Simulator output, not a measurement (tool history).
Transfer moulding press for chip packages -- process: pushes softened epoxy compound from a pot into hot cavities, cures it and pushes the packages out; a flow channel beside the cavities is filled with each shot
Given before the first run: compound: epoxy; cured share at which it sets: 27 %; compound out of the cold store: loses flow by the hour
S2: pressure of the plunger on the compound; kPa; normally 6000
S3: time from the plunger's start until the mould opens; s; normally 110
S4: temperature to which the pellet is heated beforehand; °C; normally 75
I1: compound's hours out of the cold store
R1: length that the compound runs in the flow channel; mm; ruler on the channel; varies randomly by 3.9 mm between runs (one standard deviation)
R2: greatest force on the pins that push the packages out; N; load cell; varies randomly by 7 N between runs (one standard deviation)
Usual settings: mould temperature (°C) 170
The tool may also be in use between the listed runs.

{"run": 1, "hour": 0.0, "mould temperature (°C)": 170, "S2": 6000, "S3": 110, "S4": 75, "I1": 10.1, "R1": 699, "R2": 459}
{"run": 2, "hour": 28.9, "mould temperature (°C)": 170, "S2": 6000, "S3": 110, "S4": 75, "I1": 36.4, "R1": 627, "R2": 457}
{"hour": 39.6, "done": "cavities cleaned with cleaning compound and waxed"}
{"run": 3, "hour": 94.5, "mould temperature (°C)": 170, "S2": 6000, "S3": 119, "S4": 75, "I1": 42.9, "R1": 603, "R2": 386}
{"hour": 120.1, "done": "cavities cleaned with cleaning compound and waxed"}
{"run": 4, "hour": 160.0, "mould temperature (°C)": 170, "S2": 6000, "S3": 96, "S4": 75, "I1": 16, "R1": 672, "R2": 544}
{"run": 5, "hour": 189.6, "mould temperature (°C)": 170, "S2": 6000, "S3": 96, "S4": 75, "I1": 27.2, "R1": 629, "R2": 606}
{"hour": 202.9, "done": "cavities cleaned with cleaning compound and waxed"}
{"run": 6, "hour": 247.6, "mould temperature (°C)": 170, "S2": 6000, "S3": 110, "S4": 75, "I1": 23.1, "R1": 635, "R2": 418}
{"hour": 261.7, "done": "plunger's sealing rings changed"}
{"hour": 287.0, "done": "cavities cleaned with cleaning compound and waxed"}
{"run": 7, "hour": 298.9, "mould temperature (°C)": 164, "S2": 6000, "S3": 110, "S4": 75, "I1": 21.2, "R1": 722, "R2": 481}
{"run": 8, "hour": 344.8, "mould temperature (°C)": 170, "S2": 6000, "S3": 110, "S4": 75, "I1": 13.6, "R1": 728, "R2": 433}
{"hour": 368.5, "done": "cavities cleaned with cleaning compound and waxed"}
{"run": 9, "hour": 375.5, "mould temperature (°C)": 170, "S2": 6000, "S3": 110, "S4": 78, "I1": 32.5, "R1": 670, "R2": 313}
{"run": 10, "hour": 415.3, "mould temperature (°C)": 170, "S2": 6000, "S3": 100, "S4": 75, "I1": 39.1, "R1": 641, "R2": 491}
{"hour": 453.1, "done": "cavities cleaned with cleaning compound and waxed"}
{"run": 11, "hour": 462.7, "mould temperature (°C)": 170, "S2": 6000, "S3": 100, "S4": 75, "I1": 10.8, "R1": 716, "R2": 415}
{"run": 12, "hour": 492.8, "mould temperature (°C)": 170, "S2": 6000, "S3": 100, "S4": 75, "I1": 47.7, "R1": 611, "R2": 460}
{"hour": 537.4, "done": "cavities cleaned with cleaning compound and waxed"}
{"run": 13, "hour": 541.3, "mould temperature (°C)": 170, "S2": 6000, "S3": 110, "S4": 75, "I1": 29.6, "R1": 656, "R2": 300}
{"hour": 585.2, "done": "mould's thermocouples calibrated"}
{"run": 14, "hour": 600.8, "mould temperature (°C)": 170, "S2": 6000, "S3": 110, "S4": 71, "I1": 31.9, "R1": 643, "R2": 442}
{"hour": 622.9, "done": "cavities cleaned with cleaning compound and waxed"}
{"run": 15, "hour": 631.8, "mould temperature (°C)": 166, "S2": 6340, "S3": 126, "S4": 78, "I1": 35, "R1": 656, "R2": 311}
{"run": 16, "hour": 684.4, "mould temperature (°C)": 162, "S2": 4910, "S3": 92, "S4": 75, "I1": 9.7, "R1": 647, "R2": 1143}
{"hour": 703.3, "done": "cavities cleaned with cleaning compound and waxed"}
{"run": 17, "hour": 713.9, "mould temperature (°C)": 170, "S2": 5820, "S3": 94, "S4": 80, "I1": 34, "R1": 615, "R2": 465}
{"run": 18, "hour": 753.3, "mould temperature (°C)": 170, "S2": 5820, "S3": 94, "S4": 80, "I1": 35, "R1": 608, "R2": 591}
{"hour": 784.7, "done": "cavities cleaned with cleaning compound and waxed"}
{"run": 19, "hour": 784.7, "mould temperature (°C)": 170, "S2": 5820, "S3": 94, "S4": 80, "I1": 17.9, "R1": 639, "R2": 413}
{"run": 20, "hour": 820.4, "mould temperature (°C)": 165, "S2": 7200, "S3": 102, "S4": 75, "I1": 27.9, "R1": 696, "R2": 675}
{"hour": 850.6, "done": "plunger's sealing rings changed"}
{"hour": 868.1, "done": "cavities cleaned with cleaning compound and waxed"}
{"run": 21, "hour": 868.1, "mould temperature (°C)": 165, "S2": 7200, "S3": 102, "S4": 75, "I1": 45.4, "R1": 723, "R2": 458}
{"run": 22, "hour": 899.8, "mould temperature (°C)": 169, "S2": 7060, "S3": 102, "S4": 69, "I1": 18, "R1": 778, "R2": 492}
{"run": 23, "hour": 934.4, "mould temperature (°C)": 169, "S2": 7060, "S3": 102, "S4": 69, "I1": 13.1, "R1": 790, "R2": 581}
{"hour": 948.6, "done": "cavities cleaned with cleaning compound and waxed"}
{"run": 24, "hour": 983.5, "mould temperature (°C)": 169, "S2": 7060, "S3": 102, "S4": 69, "I1": 11.7, "R1": 777, "R2": 502}
{"hour": 1030.2, "done": "cavities cleaned with cleaning compound and waxed"}
{"run": 25, "hour": 1050.8, "mould temperature (°C)": 169, "S2": 7060, "S3": 102, "S4": 74, "I1": 31.3, "R1": 720, "R2": 440}
{"run": 26, "hour": 1094.0, "mould temperature (°C)": 169, "S2": 7060, "S3": 130, "S4": 74, "I1": 25.2, "R1": 732, "R2": 386}
{"hour": 1110.6, "done": "cavities cleaned with cleaning compound and waxed"}
{"run": 27, "hour": 1145.7, "mould temperature (°C)": 169, "S2": 7060, "S3": 130, "S4": 74, "I1": 29.1, "R1": 710, "R2": 337}

Below are 4 alternative next runs, each starting from the tool's condition after run 27. Predict each:
{"run": "A", "hour": 1188.3, "mould temperature (°C)": 164, "S2": 5150, "S3": 130, "S4": 70, "I1": 37.4, "R1": "?", "R2": "?"}
{"run": "B", "hour": 1188.3, "mould temperature (°C)": 169, "S2": 5300, "S3": 130, "S4": 74, "I1": 31.6, "R1": "?", "R2": "?"}
{"run": "C", "hour": 1188.3, "mould temperature (°C)": 170, "S2": 6500, "S3": 110, "S4": 75, "I1": 25.4, "R1": "?", "R2": "?"}
{"run": "D", "hour": 1188.3, "mould temperature (°C)": 169, "S2": 7060, "S3": 97, "S4": 74, "I1": 13, "R1": "?", "R2": "?"}

run=A R1=596 R2=469
run=B R1=606 R2=398
run=C R1=687 R2=467
run=D R1=744 R2=643
With the hidden condition removed and each run's random variation left untouched, the same runs would have given:
run=A R1=637 R2=305
run=B R1=647 R2=255
run=C R1=734 R2=302
run=D R1=795 R2=422
